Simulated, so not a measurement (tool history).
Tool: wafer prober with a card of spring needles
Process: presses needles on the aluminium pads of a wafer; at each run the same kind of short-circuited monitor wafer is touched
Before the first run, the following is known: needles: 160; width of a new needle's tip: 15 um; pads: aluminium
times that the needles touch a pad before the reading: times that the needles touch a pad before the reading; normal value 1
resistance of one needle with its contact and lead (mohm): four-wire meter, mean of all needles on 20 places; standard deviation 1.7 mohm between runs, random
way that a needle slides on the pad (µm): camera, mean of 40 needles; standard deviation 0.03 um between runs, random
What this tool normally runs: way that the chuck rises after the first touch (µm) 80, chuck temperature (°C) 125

run,hour,way that the chuck rises after the first touch (µm),chuck temperature (°C),times that the needles touch a pad before the reading,resistance of one needle with its contact and lead (mohm),way that a needle slides on the pad (µm)
1,0.0,80,125,1,167,16.24
2,65.8,80,125,1,171,16.22
3,104.4,80,125,1,171,16.28
4,153.7,60,125,1,177,12.22
5,235.8,60,125,1,175,12.19
6,285.7,72,125,1,171,14.62
7,372.0,72,125,1,173,14.65
8,442.6,72,125,1,172,14.61
9,499.9,72,125,1,174,14.65
10,590.8,66,125,1,174,13.41
11,675.6,80,125,1,170,16.27
12,728.9,80,125,1,170,16.27
13,796.6,89,47,1,152,18.06
14,880.4,81,111,1,166,16.45
15,932.3,81,111,1,167,16.42
16,1012.3,83,112,1,167,16.88
17,1062.1,83,112,1,165,16.84
18,1112.6,87,102,1,163,17.64
19,1178.3,78,125,2,171,15.82
20,1248.6,60,47,1,159,12.21
21,1309.2,60,47,1,163,12.17
22,1372.8,60,47,1,164,12.24
23,1456.3,60,47,1,165,12.20
24,1529.9,60,46,1,161,12.18

The log once held 87 entries between its listed runs, left out of this copy. Where does each go, and what is different about the tool's unlogged condition between the listed run before it and the listed run after it?
Between runs 1 and 2: tips cleaned on abrasive film (hour 15.5); tips cleaned on abrasive film (hour 34.8); tips cleaned on abrasive film (hour 54.2)
  debris on the tips, nm: 0.1 -> 0.3
Between runs 2 and 3: tips cleaned on abrasive film (hour 69.7); tips cleaned on abrasive film (hour 85.2); tips cleaned on abrasive film (hour 104.4)
  debris on the tips, nm: 0.3 -> 0
Between runs 3 and 4: tips cleaned on abrasive film (hour 123.7); tips cleaned on abrasive film (hour 143.1)
  debris on the tips, nm: 0 -> 0.3
Between runs 4 and 5: tips cleaned on abrasive film (hour 161.5); height of the first contact set anew (hour 169.5); tips cleaned on abrasive film (hour 181.2); tips cleaned on abrasive film (hour 200.5); tips cleaned on abrasive film (hour 219.9); tips cleaned on abrasive film (hour 235.8)
  debris on the tips, nm: 0.3 -> 0; way that the needles fall short of the set height, um: 0.01 -> 0
Between runs 5 and 6: tips cleaned on abrasive film (hour 255.1); tips cleaned on abrasive film (hour 274.5)
  debris on the tips, nm: 0 -> 0.3
Between runs 6 and 7: tips cleaned on abrasive film (hour 293.5); tips cleaned on abrasive film (hour 309.0); tips cleaned on abrasive film (hour 328.3); tips cleaned on abrasive film (hour 347.7); tips cleaned on abrasive film (hour 367.0)
  debris on the tips, nm: 0.3 -> 0.2
Between runs 7 and 8: tips cleaned on abrasive film (hour 383.6); tips cleaned on abrasive film (hour 403.0); tips cleaned on abrasive film (hour 422.3); tips cleaned on abrasive film (hour 441.7)
  debris on the tips, nm: 0.2 -> 0.1; way that the needles fall short of the set height, um: 0 -> 0.01; tips' diameter, um: 15 -> 15.01
Between runs 8 and 9: tips cleaned on abrasive film (hour 458.1); tips cleaned on abrasive film (hour 477.4); tips cleaned on abrasive film (hour 496.7)
  debris on the tips, nm: 0.1 -> 0.2
Between runs 9 and 10: tips cleaned on abrasive film (hour 515.4); tips cleaned on abrasive film (hour 534.7); tips cleaned on abrasive film (hour 554.0); tips cleaned on abrasive film (hour 573.3); tips cleaned on abrasive film (hour 590.8)
  debris on the tips, nm: 0.2 -> 0
Between runs 10 and 11: height of the first contact set anew (hour 598.8); tips cleaned on abrasive film (hour 610.5); tips cleaned on abrasive film (hour 629.8); tips cleaned on abrasive film (hour 649.2); tips cleaned on abrasive film (hour 664.7)
  debris on the tips, nm: 0 -> 0.3; way that the needles fall short of the set height, um: 0.01 -> 0
Between runs 11 and 12: tips cleaned on abrasive film (hour 683.4); tips cleaned on abrasive film (hour 702.7); tips cleaned on abrasive film (hour 718.2)
  both runs share identical hidden conditions
Between runs 12 and 13: tips cleaned on abrasive film (hour 736.7); tips cleaned on abrasive film (hour 756.1); tips cleaned on abrasive film (hour 775.4); tips cleaned on abrasive film (hour 790.9)
  debris on the tips, nm: 0.3 -> 0.2
Between runs 13 and 14: tips cleaned on abrasive film (hour 808.3); tips cleaned on abrasive film (hour 827.6); tips cleaned on abrasive film (hour 847.0); tips cleaned on abrasive film (hour 862.5); tips cleaned on abrasive film (hour 880.4)
  debris on the tips, nm: 0.2 -> 0; way that the needles fall short of the set height, um: 0 -> 0.01
Between runs 14 and 15: tips cleaned on abrasive film (hour 899.7); tips cleaned on abrasive film (hour 919.1)
  debris on the tips, nm: 0 -> 0.3
Between runs 15 and 16: tips cleaned on abrasive film (hour 936.2); tips cleaned on abrasive film (hour 955.5); tips cleaned on abrasive film (hour 974.7); tips cleaned on abrasive film (hour 994.0); tips cleaned on abrasive film (hour 1012.3)
  debris on the tips, nm: 0.3 -> 0
Between runs 16 and 17: tips cleaned on abrasive film (hour 1027.8); height of the first contact set anew (hour 1028.1); tips cleaned on abrasive film (hour 1047.5)
  debris on the tips, nm: 0 -> 0.3; way that the needles fall short of the set height, um: 0.01 -> 0
Between runs 17 and 18: tips cleaned on abrasive film (hour 1066.0); tips cleaned on abrasive film (hour 1085.4); tips cleaned on abrasive film (hour 1104.7)
  both runs share identical hidden conditions
Between runs 18 and 19: tips cleaned on abrasive film (hour 1120.5); tips cleaned on abrasive film (hour 1139.8); tips cleaned on abrasive film (hour 1155.3); tips cleaned on abrasive film (hour 1174.5)
  debris on the tips, nm: 0.3 -> 0.2
Between runs 19 and 20: tips cleaned on abrasive film (hour 1193.8); tips cleaned on abrasive film (hour 1213.2); tips cleaned on abrasive film (hour 1232.5); tips cleaned on abrasive film (hour 1248.6)
  debris on the tips, nm: 0.2 -> 0
Between runs 20 and 21: tips cleaned on abrasive film (hour 1267.9); tips cleaned on abrasive film (hour 1287.3); tips cleaned on abrasive film (hour 1306.6)
  debris on the tips, nm: 0 -> 0.2; way that the needles fall short of the set height, um: 0 -> 0.01
Between runs 21 and 22: tips cleaned on abrasive film (hour 1324.7); tips cleaned on abrasive film (hour 1340.2); tips cleaned on abrasive film (hour 1359.6)
  debris on the tips, nm: 0.2 -> 0.3
Between runs 22 and 23: tips cleaned on abrasive film (hour 1376.7); tips cleaned on abrasive film (hour 1396.1); tips cleaned on abrasive film (hour 1415.4); tips cleaned on abrasive film (hour 1434.8); tips cleaned on abrasive film (hour 1454.1); height of the first contact set anew (hour 1456.3)
  debris on the tips, nm: 0.3 -> 0.1; way that the needles fall short of the set height, um: 0.01 -> 0
Between runs 23 and 24: tips cleaned on abrasive film (hour 1471.8); tips cleaned on abrasive film (hour 1491.1); tips cleaned on abrasive film (hour 1506.6); tips cleaned on abrasive film (hour 1526.0)
  debris on the tips, nm: 0.1 -> 0.2

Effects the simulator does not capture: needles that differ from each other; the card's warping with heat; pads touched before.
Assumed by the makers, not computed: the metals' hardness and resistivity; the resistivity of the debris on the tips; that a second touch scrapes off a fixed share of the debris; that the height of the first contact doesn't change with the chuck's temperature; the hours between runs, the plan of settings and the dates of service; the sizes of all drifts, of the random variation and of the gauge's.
